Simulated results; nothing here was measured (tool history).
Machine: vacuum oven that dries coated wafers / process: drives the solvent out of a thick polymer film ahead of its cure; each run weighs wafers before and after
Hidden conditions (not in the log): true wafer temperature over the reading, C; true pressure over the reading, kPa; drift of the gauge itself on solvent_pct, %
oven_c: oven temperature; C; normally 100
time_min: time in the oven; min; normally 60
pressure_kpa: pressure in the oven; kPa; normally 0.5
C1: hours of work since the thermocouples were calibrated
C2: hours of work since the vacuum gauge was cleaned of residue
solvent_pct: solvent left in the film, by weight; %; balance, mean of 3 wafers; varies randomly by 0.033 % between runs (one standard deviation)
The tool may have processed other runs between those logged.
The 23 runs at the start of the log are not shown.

{"run": 24, "hour": 1076.9, "oven_c": 100, "time_min": 60, "pressure_kpa": 1.483, "C1": 862, "C2": 1309, "solvent_pct": 2.02}
{"run": 25, "hour": 1135.8, "oven_c": 100, "time_min": 60, "pressure_kpa": 1.483, "C1": 901, "C2": 1347, "solvent_pct": 2.02}
{"run": 26, "hour": 1187.2, "oven_c": 109, "time_min": 30, "pressure_kpa": 1.483, "C1": 934, "C2": 1381, "solvent_pct": 2.82}
{"run": 27, "hour": 1224.6, "oven_c": 112, "time_min": 30, "pressure_kpa": 1.483, "C1": 959, "C2": 1405, "solvent_pct": 2.4}
{"run": 28, "hour": 1280.5, "oven_c": 100, "time_min": 60, "pressure_kpa": 0.462, "C1": 995, "C2": 1442, "solvent_pct": 1.61}
{"hour": 1308.8, "done": "oven's thermocouples calibrated"}
{"run": 29, "hour": 1337.5, "oven_c": 104, "time_min": 96, "pressure_kpa": 1.36, "C1": 19, "C2": 1478, "solvent_pct": 0.94}
{"run": 30, "hour": 1371.8, "oven_c": 100, "time_min": 55, "pressure_kpa": 1.288, "C1": 41, "C2": 1500, "solvent_pct": 2.12}
{"run": 31, "hour": 1422.3, "oven_c": 105, "time_min": 31, "pressure_kpa": 0.582, "C1": 74, "C2": 1533, "solvent_pct": 2.88}
{"hour": 1430.2, "done": "vacuum gauge cleaned of residue and calibrated"}
{"run": 32, "hour": 1477.8, "oven_c": 105, "time_min": 31, "pressure_kpa": 0.641, "C1": 109, "C2": 31, "solvent_pct": 2.98}
{"run": 33, "hour": 1535.2, "oven_c": 105, "time_min": 49, "pressure_kpa": 0.573, "C1": 147, "C2": 69, "solvent_pct": 1.6}
{"run": 34, "hour": 1568.8, "oven_c": 100, "time_min": 53, "pressure_kpa": 0.5, "C1": 169, "C2": 90, "solvent_pct": 1.93}
{"run": 35, "hour": 1611.7, "oven_c": 86, "time_min": 60, "pressure_kpa": 0.646, "C1": 197, "C2": 118, "solvent_pct": 3.87}
{"run": 36, "hour": 1679.6, "oven_c": 86, "time_min": 60, "pressure_kpa": 0.646, "C1": 241, "C2": 163, "solvent_pct": 3.84}
{"run": 37, "hour": 1728.2, "oven_c": 94, "time_min": 60, "pressure_kpa": 0.836, "C1": 273, "C2": 195, "solvent_pct": 2.65}
{"run": 38, "hour": 1767.0, "oven_c": 94, "time_min": 60, "pressure_kpa": 0.836, "C1": 298, "C2": 220, "solvent_pct": 2.71}
{"hour": 1779.6, "done": "vacuum gauge cleaned of residue and calibrated, once more"}
{"run": 39, "hour": 1801.7, "oven_c": 108, "time_min": 50, "pressure_kpa": 0.465, "C1": 320, "C2": 14, "solvent_pct": 1.01}
{"run": 40, "hour": 1832.3, "oven_c": 108, "time_min": 50, "pressure_kpa": 0.465, "C1": 340, "C2": 34, "solvent_pct": 1}
{"run": 41, "hour": 1871.0, "oven_c": 108, "time_min": 67, "pressure_kpa": 1.635, "C1": 365, "C2": 60, "solvent_pct": 0.96}
{"run": 42, "hour": 1919.9, "oven_c": 100, "time_min": 44, "pressure_kpa": 0.5, "C1": 397, "C2": 92, "solvent_pct": 2.23}
{"run": 43, "hour": 1960.9, "oven_c": 114, "time_min": 44, "pressure_kpa": 1.656, "C1": 424, "C2": 118, "solvent_pct": 1.17}
{"run": 44, "hour": 2014.1, "oven_c": 101, "time_min": 32, "pressure_kpa": 0.3, "C1": 459, "C2": 153, "solvent_pct": 3.12}
{"run": 45, "hour": 2081.7, "oven_c": 101, "time_min": 32, "pressure_kpa": 0.3, "C1": 503, "C2": 197, "solvent_pct": 3.1}
{"run": 46, "hour": 2135.7, "oven_c": 108, "time_min": 84, "pressure_kpa": 0.269, "C1": 538, "C2": 233, "solvent_pct": 0.25}
{"run": 47, "hour": 2167.8, "oven_c": 108, "time_min": 84, "pressure_kpa": 0.269, "C1": 559, "C2": 253, "solvent_pct": 0.32}

Predict each of these 3 candidate next runs independently; none follows another, all start after run 47:
{"run": "A", "hour": 2207.7, "oven_c": 87, "time_min": 84, "pressure_kpa": 0.269, "C1": 585, "C2": 280, "solvent_pct": "?"}
{"run": "B", "hour": 2207.7, "oven_c": 108, "time_min": 84, "pressure_kpa": 1.113, "C1": 585, "C2": 280, "solvent_pct": "?"}
{"run": "C", "hour": 2207.7, "oven_c": 91, "time_min": 60, "pressure_kpa": 0.269, "C1": 585, "C2": 280, "solvent_pct": "?"}

run=A solvent_pct=1.87
run=B solvent_pct=0.62
run=C solvent_pct=2.43
Without the tool's unlogged condition, the same runs would have read:
run=A solvent_pct=1.76
run=B solvent_pct=0.57
run=C solvent_pct=2.33

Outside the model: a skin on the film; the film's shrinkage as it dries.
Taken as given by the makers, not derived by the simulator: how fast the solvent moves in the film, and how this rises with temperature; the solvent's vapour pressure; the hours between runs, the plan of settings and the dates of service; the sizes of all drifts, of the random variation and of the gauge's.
